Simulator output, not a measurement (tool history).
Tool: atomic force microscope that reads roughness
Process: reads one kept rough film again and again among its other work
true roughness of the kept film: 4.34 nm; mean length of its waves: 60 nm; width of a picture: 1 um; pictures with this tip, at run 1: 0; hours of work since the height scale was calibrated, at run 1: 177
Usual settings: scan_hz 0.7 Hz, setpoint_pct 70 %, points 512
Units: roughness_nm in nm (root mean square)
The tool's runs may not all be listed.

| run | day | scan_hz | setpoint_pct | points | pictures with this tip | hours of work since the height scale was calibrated | roughness_nm |
|---|---|---|---|---|---|---|---|
| 1 | 0 | 0.7 | 70 | 512 | 0 | 177 | 4.121 |
| 2 | 0.579 | 0.7 | 70 | 512 | 20 | 184 | 4.109 |
| 3 | 1.3 | 0.7 | 62 | 512 | 45 | 193 | 4.093 |
| 4 | 1.771 | 0.7 | 62 | 512 | 62 | 199 | 4.105 |
| 5 | 2.383 | 0.7 | 62 | 512 | 83 | 207 | 4.051 |
| 6 | 3.429 | 0.7 | 62 | 512 | 120 | 220 | 3.988 |
|  | 3.667 | new tip fitted |
| 7 | 4.479 | 0.7 | 70 | 512 | 28 | 232 | 4.086 |
| 8 | 5.392 | 0.7 | 70 | 762 | 60 | 244 | 4.037 |
| 9 | 6.292 | 0.7 | 70 | 512 | 92 | 255 | 3.992 |
| 10 | 6.983 | 0.7 | 70 | 512 | 116 | 263 | 3.96 |
|  | 7.283 | new tip fitted |
| 11 | 7.742 | 0.7 | 59 | 512 | 16 | 273 | 4.162 |
| 12 | 8.175 | 1.457 | 64 | 512 | 31 | 278 | 4.05 |
| 13 | 8.754 | 1.457 | 59 | 512 | 51 | 285 | 4.033 |
| 14 | 9.221 | 0.573 | 86 | 320 | 67 | 291 | 3.922 |
| 15 | 9.717 | 0.573 | 86 | 320 | 85 | 297 | 3.901 |

Run 16 comes next. What will it give?
| 16 | 10.229 | 3.413 | 80 | 939 | 103 | 303 | ? |

roughness_nm: 3.383 nm (root mean square)
Without the tool's hidden state the same run would have given roughness_nm 3.503 nm (root mean square).
